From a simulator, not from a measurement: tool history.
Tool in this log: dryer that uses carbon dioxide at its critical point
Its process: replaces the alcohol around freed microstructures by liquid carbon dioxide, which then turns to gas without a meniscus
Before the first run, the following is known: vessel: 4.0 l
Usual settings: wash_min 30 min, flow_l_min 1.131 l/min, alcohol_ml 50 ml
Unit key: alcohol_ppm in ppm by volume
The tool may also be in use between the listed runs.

run,hour,wash_min,flow_l_min,alcohol_ml,alcohol_ppm
1,0,30,1.131,50,84
2,18.9,30,1.131,50,80
3,28.4,30,1.131,50,82
4,43,30,1.131,50,80
5,55.2,30,1.131,50,93
6,68.2,30,1.4,50,78
7,86.6,30,1.131,50,105
8,105.2,30,1.131,24,88
9,119.1,30,1.131,36,94
10,140.5,30,1.131,50,96
11,150.6,30,1.46,50,89
12,166.5,30,1.13,50,109
13,181.2,30,1.13,50,111
14,196.5,33,1.13,50,101
15,218.3,33,1.44,50,106
16,230.2,33,1.44,50,92
17,244.5,33,1.44,50,93
# hour 256: inlet filter changed
18,262.7,33,1.44,50,99
19,280.1,33,1.44,50,100
20,294.3,30,1.131,50,112
21,303.6,30,1.31,49,117
22,324.4,21,1.31,87,199
23,342.7,21,1.31,87,202
24,363.6,30,1.69,94,105
25,378.4,30,1.69,94,117
26,394.9,40,0.91,50,124
27,408.2,28,1.67,68,133
28,421.5,30,0.89,50,171
29,437.6,44,0.94,50,126
30,458.9,44,0.94,50,137
31,477.1,30,0.94,112,239
32,499,26,0.94,34,212
33,508.4,26,0.94,34,217
# hour 512.6: inlet filter changed
34,527.4,43,1.131,22,133
35,543.8,21,1.131,42,219
36,553.9,31,1.131,50,138
37,566.6,24,1.15,37,168
38,586.5,20,1.44,68,200
39,595.9,20,0.84,114,1061

Predict each of these 3 candidate next runs independently; none follows another, all start after run 39:
A,613.7,37,1.32,29,?
B,613.7,21,1.39,114,?
C,613.7,30,1.04,50,?

run,alcohol_ppm
A,134
B,239
C,170
The same runs, with their run-to-run variation unchanged, on a tool lacking any hidden condition would have given:
run,alcohol_ppm
A,0
B,78
C,28
